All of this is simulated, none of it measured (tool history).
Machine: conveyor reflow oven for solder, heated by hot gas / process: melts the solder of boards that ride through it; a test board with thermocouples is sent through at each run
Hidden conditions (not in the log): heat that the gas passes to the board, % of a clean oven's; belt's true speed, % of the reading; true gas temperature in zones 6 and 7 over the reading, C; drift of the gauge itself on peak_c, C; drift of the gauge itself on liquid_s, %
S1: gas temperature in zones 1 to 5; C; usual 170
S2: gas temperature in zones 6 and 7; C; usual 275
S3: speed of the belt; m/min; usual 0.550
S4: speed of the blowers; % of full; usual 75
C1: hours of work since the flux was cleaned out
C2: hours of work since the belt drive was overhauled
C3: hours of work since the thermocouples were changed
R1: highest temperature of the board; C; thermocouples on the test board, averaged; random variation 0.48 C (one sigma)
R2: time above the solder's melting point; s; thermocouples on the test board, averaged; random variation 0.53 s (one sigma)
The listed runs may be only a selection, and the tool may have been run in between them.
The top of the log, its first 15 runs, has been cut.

run,hour,S1,S2,S3,S4,C1,C2,C3,R1,R2
16,1015.9,170,275,0.550,75,409,409,54,253.9,56.4
# hour 1044.7: flux residue cleaned out of gas plates and filters
17,1076.0,170,275,0.550,75,20,443,89,258.4,60.2
18,1140.4,170,275,0.550,75,61,484,130,257.7,59.9
19,1192.8,163,267,0.564,68,94,517,163,246.3,48.6
20,1238.6,163,267,0.564,68,123,546,192,246.6,46.5
21,1304.9,163,267,0.564,68,165,588,234,246.0,47.9
22,1378.7,163,267,0.564,68,211,635,281,246.1,47.0
23,1453.4,170,289,0.633,74,259,682,328,261.8,53.9
24,1545.5,170,289,0.633,74,317,740,386,262.2,53.5
25,1605.3,170,275,0.550,82,355,778,424,257.3,59.7
26,1649.4,161,281,0.481,51,383,806,452,260.7,66.6
# hour 1717.5: flux residue cleaned out of gas plates and filters
27,1734.9,170,265,0.600,78,11,857,503,248.5,48.6
28,1797.8,172,289,0.492,63,51,897,543,273.0,77.9
29,1849.5,172,289,0.492,63,84,930,575,274.2,78.2
30,1928.1,172,289,0.492,63,133,979,625,273.0,77.2
31,1983.3,167,280,0.616,51,168,1014,660,251.9,47.1

Consider 3 possible next runs. They are alternatives, not a sequence: every one starts from the tool as it was left by run 31. What does each give?
A,2060.8,157,280,0.616,67,217,1063,709,?,?
B,2060.8,182,270,0.616,51,217,1063,709,?,?
C,2060.8,170,264,0.610,70,217,1063,709,?,?

run,R1,R2
A,252.6,46.7
B,247.1,48.3
C,243.4,43.3
Stripped of hidden state, with their random variation kept, the same runs would have yielded:
run,R1,R2
A,252.6,45.6
B,246.7,46.8
C,243.2,42.3
